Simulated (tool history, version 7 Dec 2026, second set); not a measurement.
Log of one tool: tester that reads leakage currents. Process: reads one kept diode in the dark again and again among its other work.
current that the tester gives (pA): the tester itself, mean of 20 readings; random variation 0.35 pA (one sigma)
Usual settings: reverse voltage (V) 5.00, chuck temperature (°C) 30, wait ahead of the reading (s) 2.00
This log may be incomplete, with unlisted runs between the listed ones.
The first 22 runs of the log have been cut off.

run,hour,reverse voltage (V),chuck temperature (°C),wait ahead of the reading (s),current that the tester gives (pA)
23,2861.5,5.00,30,2.00,116.69
24,3005.8,2.60,25,6.54,54.06
25,3145.5,2.60,25,6.54,53.12
26,3250.7,2.60,52,6.54,390.45
27,3424.5,2.39,25,2.00,49.76
28,3497.6,1.70,59,2.00,483.51
29,3602.1,11.56,25,2.00,118.54
30,3719.9,7.92,21,3.44,69.34
31,3873.9,7.92,21,3.44,68.39

Estimate the outcome of run 32 from the log above:
32,4033.9,5.00,35,1.51,?

{"run 32": {"current that the tester gives (pA)": 150.7}}
The same run, on a tool lacking any hidden state, would have yielded current that the tester gives (pA) 170.75.
